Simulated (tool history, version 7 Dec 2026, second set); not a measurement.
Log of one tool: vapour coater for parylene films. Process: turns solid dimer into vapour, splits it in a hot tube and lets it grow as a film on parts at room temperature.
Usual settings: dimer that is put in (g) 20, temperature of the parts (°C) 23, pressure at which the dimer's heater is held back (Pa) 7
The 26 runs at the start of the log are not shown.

run	hour	dimer that is put in (g)	temperature of the parts (°C)	pressure at which the dimer's heater is held back (Pa)	thickness of the film (um)
27	759.6	13	30	11.78	2.91
28	788.6	9	22	8.15	3
29	813.1	18	16	8.15	7.59
30	838	18	16	8.15	7.61
31	862.8	18	16	8.15	7.48
32	895.2	18	16	8.15	7.67
33	932	35	26	7	10.15
34	954.4	20	18	7	8
35	988.3	24	18	7	9.64
36	1027.9	23	27	4.76	6.97
37	1053	23	27	4.76	7.01
38	1078.8	26	32	4.82	6.5
39	1108.2	26	32	4.82	6.36
40	1143.1	20	16	5.02	8.84
41	1164.9	10	19	5.02	4.14
42	1185.4	10	19	5.02	4.05
43	1208.9	23	18	8.52	8.78
44	1243.9	23	18	8.52	8.77
45	1267.1	31	35	3.6	7.2
46	1293.4	9	23	7	2.91
47	1328.8	12	30	7	2.9

What if the next run were any one of these 3? Each begins from the tool's condition after run 47:
A	1364.1	36	25	4.17	?
B	1364.1	12	30	6.66	?
C	1364.1	20	16	7.85	?

run	thickness of the film (um)
A	12.06
B	2.98
C	8.51
The same runs, with their run-to-run variation unchanged, on a tool lacking any hidden condition would have given:
run	thickness of the film (um)
A	12.13
B	2.99
C	8.56
